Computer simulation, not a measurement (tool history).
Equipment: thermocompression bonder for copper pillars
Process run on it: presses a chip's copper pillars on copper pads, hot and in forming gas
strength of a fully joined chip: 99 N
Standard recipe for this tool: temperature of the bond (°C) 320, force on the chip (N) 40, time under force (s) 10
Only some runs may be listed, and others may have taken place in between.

run,hour,temperature of the bond (°C),force on the chip (N),time under force (s),force that shears a chip off (N)
1,0,320,40,10,59
2,40.9,320,40,10,60.3
3,72.7,320,40,10,58.2
4,130.8,320,40,10,60
5,174.4,294,40,10,42.1
6,237.2,294,40,10,43.5
7,269.6,294,40,10,41.3
8,331.2,320,29,10,44.6
9,379.1,346,25,26,70.6
10,414.2,346,25,26,71.3
11,464.6,346,25,26,71.3
12,508.6,346,25,26,70.6
13,544.9,346,25,26,71.2
# hour 557.2: forming gas filter changed
14,584.9,346,25,26,71.4
15,629.9,341,29,12,61.4
16,699.5,341,29,12,60.9

Here are 3 independent what-if runs from the current tool condition. What would each one return?
A,768.5,293,34,13,?
B,768.5,301,32,10,?
C,768.5,295,35,12,?

run,force that shears a chip off (N)
A,39.9
B,39.4
C,40.7
With the hidden condition removed and each run's random variation left untouched, the same runs would have given:
run,force that shears a chip off (N)
A,39.5
B,39
C,40.3
